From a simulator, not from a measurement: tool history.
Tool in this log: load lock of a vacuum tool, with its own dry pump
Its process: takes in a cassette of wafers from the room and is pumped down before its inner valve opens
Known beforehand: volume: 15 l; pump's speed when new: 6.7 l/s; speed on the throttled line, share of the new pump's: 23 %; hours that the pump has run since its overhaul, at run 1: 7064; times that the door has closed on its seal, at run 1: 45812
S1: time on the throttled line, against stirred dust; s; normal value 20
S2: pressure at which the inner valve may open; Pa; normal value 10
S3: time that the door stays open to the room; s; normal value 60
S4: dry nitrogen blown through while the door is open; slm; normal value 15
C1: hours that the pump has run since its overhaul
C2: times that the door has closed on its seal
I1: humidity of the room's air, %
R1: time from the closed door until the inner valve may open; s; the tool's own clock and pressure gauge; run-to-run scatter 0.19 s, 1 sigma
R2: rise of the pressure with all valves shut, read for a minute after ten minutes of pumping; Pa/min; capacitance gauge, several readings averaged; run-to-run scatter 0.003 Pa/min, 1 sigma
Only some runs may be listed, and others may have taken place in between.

run,day,S1,S2,S3,S4,C1,C2,I1,R1,R2
1,0.000,20,10,60,15,7064,45812,45.2,36.5,0.335
2,4.904,20,10,60,15,7182,46101,47.4,36.1,0.341
3,14.600,20,10,60,15,7415,46672,48.4,36.7,0.348
4,23.950,20,10,43,15,7639,47222,44.3,36.8,0.352
5,29.704,20,10,43,15,7777,47561,46.8,37.0,0.353
6,35.196,20,10,43,15,7909,47885,45.9,36.8,0.353
7,46.092,20,10,60,15,8170,48526,43.8,36.6,0.365
8,56.404,22,10,60,18,8418,49134,47.5,38.5,0.381
9,64.121,22,10,60,18,8603,49588,43.1,38.1,0.369
10,72.600,22,10,60,18,8807,50087,44.9,38.5,0.379
11,82.875,22,10,60,18,9053,50693,46.5,38.3,0.393
12,89.400,20,10,26,12,9210,51077,43.5,37.0,0.387
13,100.325,20,8,128,12,9472,51720,39.3,37.2,0.404
14,106.283,37,10,76,15,9615,52071,45.2,49.7,0.412

Alternative continuations, all from the tool just after run 14; predict every row:
A,114.175,20,20,59,26,9804,52536,45.8,?,?
B,114.175,37,8,60,15,9804,52536,43.9,?,?
C,114.175,37,10,107,29,9804,52536,46.4,?,?
D,114.175,20,10,60,35,9804,52536,47.0,?,?

run,R1,R2
A,35.3,0.404
B,50.4,0.412
C,49.9,0.401
D,36.9,0.395
With no hidden state in the tool, these same runs would have given:
run,R1,R2
A,34.4,0.032
B,49.7,0.045
C,49.2,0.039
D,35.9,0.031
